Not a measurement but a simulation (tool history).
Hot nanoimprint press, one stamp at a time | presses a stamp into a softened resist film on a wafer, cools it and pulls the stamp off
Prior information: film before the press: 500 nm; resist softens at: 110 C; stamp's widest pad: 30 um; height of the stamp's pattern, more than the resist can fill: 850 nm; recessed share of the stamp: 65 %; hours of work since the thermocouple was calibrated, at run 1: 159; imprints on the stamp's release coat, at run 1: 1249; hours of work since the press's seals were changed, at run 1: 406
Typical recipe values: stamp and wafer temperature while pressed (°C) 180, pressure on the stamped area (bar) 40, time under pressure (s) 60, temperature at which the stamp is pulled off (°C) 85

| run | day | stamp and wafer temperature while pressed (°C) | pressure on the stamped area (bar) | time under pressure (s) | temperature at which the stamp is pulled off (°C) | hours of work since the thermocouple was calibrated | imprints on the stamp's release coat | hours of work since the press's seals were changed | resist left under the stamp's widest pad (angstrom) | greatest force while the stamp is pulled off (N) |
|---|---|---|---|---|---|---|---|---|---|---|
| 1 | 0 | 180 | 40 | 60 | 85 | 159 | 1249 | 406 | 2891 | 141 |
| 2 | 0.858 | 180 | 40 | 60 | 85 | 168 | 1298 | 416 | 2878 | 145 |
| 3 | 1.767 | 180 | 40 | 60 | 85 | 178 | 1350 | 426 | 2882 | 142 |
| 4 | 2.483 | 180 | 40 | 60 | 85 | 187 | 1392 | 434 | 2869 | 140 |
| 5 | 3.371 | 180 | 40 | 90 | 85 | 197 | 1443 | 444 | 2514 | 142 |
| 6 | 4.096 | 173 | 40 | 90 | 85 | 205 | 1485 | 452 | 3242 | 143 |
| 7 | 4.962 | 180 | 40 | 60 | 78 | 214 | 1535 | 462 | 2873 | 164 |
| 8 | 5.633 | 180 | 40 | 44 | 78 | 222 | 1573 | 469 | 3151 | 163 |
| 9 | 6.112 | 180 | 40 | 60 | 85 | 227 | 1601 | 475 | 2880 | 151 |
| 10 | 6.854 | 180 | 40 | 60 | 85 | 236 | 1644 | 483 | 2856 | 146 |
| 11 | 7.7 | 180 | 40 | 60 | 85 | 245 | 1692 | 493 | 2881 | 149 |
| 12 | 8.504 | 180 | 40 | 69 | 85 | 254 | 1739 | 502 | 2751 | 146 |
| 13 | 8.979 | 180 | 40 | 69 | 85 | 259 | 1766 | 507 | 2741 | 156 |
| 14 | 9.812 | 180 | 40 | 69 | 85 | 269 | 1814 | 516 | 2735 | 146 |
| 15 | 10.612 | 186 | 49.6 | 84 | 85 | 278 | 1860 | 525 | 1827 | 154 |
| 16 | 11.029 | 182 | 44.1 | 74 | 85 | 282 | 1884 | 530 | 2388 | 146 |
| 17 | 11.604 | 180 | 62.7 | 60 | 71 | 289 | 1917 | 536 | 2407 | 189 |
| 18 | 12.554 | 180 | 48.4 | 60 | 85 | 300 | 1972 | 547 | 2661 | 153 |
| 19 | 12.992 | 188 | 48.4 | 60 | 75 | 304 | 1997 | 552 | 1963 | 173 |
|  | 13.183 | plate thermocouple calibrated |
| 20 | 13.904 | 188 | 48.4 | 118 | 75 | 8 | 2043 | 561 | 1481 | 174 |
| 21 | 14.642 | 171 | 33.4 | 31 | 83 | 16 | 2085 | 569 | 4324 | 159 |
|  | 14.983 | plate thermocouple calibrated, once more |
|  | 15.471 | stamp cleaned and given a new release coat |
| 22 | 15.471 | 171 | 59.9 | 31 | 83 | 3 | 0 | 574 | 4038 | 127 |
| 23 | 16.404 | 180 | 40 | 101 | 81 | 13 | 53 | 585 | 2484 | 130 |
| 24 | 17.129 | 177 | 26.8 | 45 | 71 | 21 | 95 | 593 | 3888 | 154 |
| 25 | 17.704 | 171 | 26.8 | 65 | 75 | 28 | 128 | 599 | 4123 | 144 |
| 26 | 18.45 | 171 | 26.8 | 65 | 75 | 36 | 171 | 608 | 4125 | 141 |
| 27 | 19.008 | 180 | 58.8 | 33 | 85 | 42 | 203 | 614 | 3123 | 124 |

Here are 5 independent what-if runs from the current tool condition. What would each one return?
| A | 19.912 | 174 | 53.8 | 96 | 85 | 53 | 256 | 624 | ? | ? |
| B | 19.912 | 180 | 52.3 | 33 | 85 | 53 | 256 | 624 | ? | ? |
| C | 19.912 | 170 | 58.8 | 33 | 91 | 53 | 256 | 624 | ? | ? |
| D | 19.912 | 180 | 40 | 66 | 85 | 53 | 256 | 624 | ? | ? |
| E | 19.912 | 177 | 58.8 | 35 | 72 | 53 | 256 | 624 | ? | ? |

| run | resist left under the stamp's widest pad (angstrom) | greatest force while the stamp is pulled off (N) |
|---|---|---|
| A | 2830 | 126 |
| B | 3237 | 127 |
| C | 4086 | 114 |
| D | 2868 | 128 |
| E | 3355 | 146 |
What these runs would have given with no unlogged condition in the tool:
| run | resist left under the stamp's widest pad (angstrom) | greatest force while the stamp is pulled off (N) |
|---|---|---|
| A | 2793 | 121 |
| B | 3202 | 122 |
| C | 4056 | 109 |
| D | 2839 | 123 |
| E | 3317 | 141 |
